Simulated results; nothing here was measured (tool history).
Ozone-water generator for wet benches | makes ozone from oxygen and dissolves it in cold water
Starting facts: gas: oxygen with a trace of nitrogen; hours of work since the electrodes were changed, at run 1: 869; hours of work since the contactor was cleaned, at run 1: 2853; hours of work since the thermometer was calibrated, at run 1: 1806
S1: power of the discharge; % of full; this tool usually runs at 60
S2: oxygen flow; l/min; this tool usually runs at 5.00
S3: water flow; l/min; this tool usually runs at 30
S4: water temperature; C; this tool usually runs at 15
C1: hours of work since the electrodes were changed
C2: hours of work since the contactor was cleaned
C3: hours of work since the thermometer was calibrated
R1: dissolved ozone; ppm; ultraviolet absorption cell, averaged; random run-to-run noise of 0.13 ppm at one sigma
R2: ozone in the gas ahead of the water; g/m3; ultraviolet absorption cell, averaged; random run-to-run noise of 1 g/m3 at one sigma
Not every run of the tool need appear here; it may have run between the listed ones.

run    hour   S1    S2  S3  S4    C1    C2    C3    R1     R2
  1     0.0   60  5.00  30  15   869  2853  1806  12.9  182.1
  2    81.6   60  5.00  30  15   950  2934  1887  12.6  179.4
  3   128.6   60  5.00  30  15   997  2981  1933  12.9  181.5
  4   192.7   60  5.00  30  15  1061  3044  1997  12.6  180.5
  5   289.8   60  5.00  30  15  1157  3140  2093  12.5  181.9
  6   347.8  100  5.00  30  15  1214  3198  2151  19.3  269.6
  7   415.0  100  5.00  30  15  1281  3264  2217  19.0  269.2
  8   487.9  100  5.00  30  15  1353  3337  2289  19.1  268.7
  9   548.7  100  5.00  30  15  1414  3397  2350  18.7  268.1
 10   609.8   60  5.13  30  15  1474  3458  2410  12.6  174.6
 11   703.1   60  5.13  20  15  1567  3550  2503  17.6  176.4
 12   805.2   60  5.00  30  15  1668  3651  2604  12.4  179.6
 13   855.0   60  5.00  30  15  1717  3701  2653  12.7  178.1
 14   934.5   60  5.00  18  15  1796  3780  2732  19.0  177.1
 15  1044.4   60  5.00  18  15  1905  3889  2841  18.5  176.2
 16  1120.2   60  5.00  18  15  1980  3964  2916  18.8  176.9
 17  1183.4   60  5.00  18  15  2043  4026  2979  18.8  174.9
 18  1273.1   41  5.00  27  21  2132  4115  3068   9.3  132.1
 19  1334.0   41  5.00  27  21  2192  4176  3128   9.3  130.4
 20  1417.0   41  2.58  27  21  2275  4258  3211   8.3  185.7
 21  1508.9   41  2.58  27  21  2366  4349  3302   8.1  185.1

Run 22 has not been measured yet. What should we expect?
 22  1606.5  41  4.15  27  21  2462  4446  3399   ?   ?

Run 22 gave R1 9.0 ppm, R2 143.6 g/m3.
If the tool had no hidden condition, the same run with the same run-to-run variation would have returned R1 9.9 ppm, R2 148.5 g/m3.
